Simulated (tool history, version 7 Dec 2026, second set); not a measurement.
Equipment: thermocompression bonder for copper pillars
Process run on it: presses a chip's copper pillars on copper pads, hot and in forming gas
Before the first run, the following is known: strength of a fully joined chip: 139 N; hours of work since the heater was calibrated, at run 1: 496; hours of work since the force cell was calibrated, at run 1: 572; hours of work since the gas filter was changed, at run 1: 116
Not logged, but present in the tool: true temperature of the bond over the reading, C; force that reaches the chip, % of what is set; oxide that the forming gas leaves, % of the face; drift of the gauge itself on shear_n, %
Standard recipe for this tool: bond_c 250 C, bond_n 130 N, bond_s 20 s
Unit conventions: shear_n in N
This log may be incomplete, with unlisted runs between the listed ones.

run	hour	bond_c	bond_n	bond_s	hours of work since the heater was calibrated	hours of work since the force cell was calibrated	hours of work since the gas filter was changed	shear_n
1	0.0	250	130	20	496	572	116	54.7
2	20.1	256	130	20	508	584	128	60.8
3	59.6	250	130	20	531	606	151	53.5
4	88.6	247	130	20	547	623	167	50.8
# hour 115.2: forming gas filter changed
5	116.1	247	130	20	563	638	1	53.0
6	162.4	247	130	20	589	665	27	53.2
# hour 166.9: force cell calibrated
7	213.2	247	130	20	617	26	55	53.3
8	247.7	250	130	20	637	46	75	57.9
9	278.8	262	101	28	655	64	93	66.1
10	313.8	262	101	28	675	84	113	63.5
11	346.7	237	101	43	694	103	132	47.9
12	373.9	243	80	23	709	118	147	34.3
13	398.1	243	80	23	723	132	161	34.1
14	418.9	250	130	60	735	144	173	82.2
# hour 435.5: forming gas filter changed
15	460.1	250	130	13	758	168	14	48.4

Forecast each of these 5 alternatives for the next run:
# hour 463.8: force cell calibrated, once more
A	493.9	266	130	13	777	17	33	?
# hour 463.8: force cell calibrated, once more
B	493.9	233	119	20	777	17	33	?
# hour 463.8: force cell calibrated, once more
C	493.9	250	130	40	777	17	33	?
# hour 463.8: force cell calibrated, once more
D	493.9	271	119	23	777	17	33	?
# hour 463.8: force cell calibrated, once more
E	493.9	246	107	23	777	17	33	?

run	shear_n
A	59.3
B	35.0
C	67.9
D	74.3
E	43.4
Without the tool's unlogged condition, the same runs would have read:
run	shear_n
A	62.5
B	37.3
C	71.4
D	77.8
E	46.1
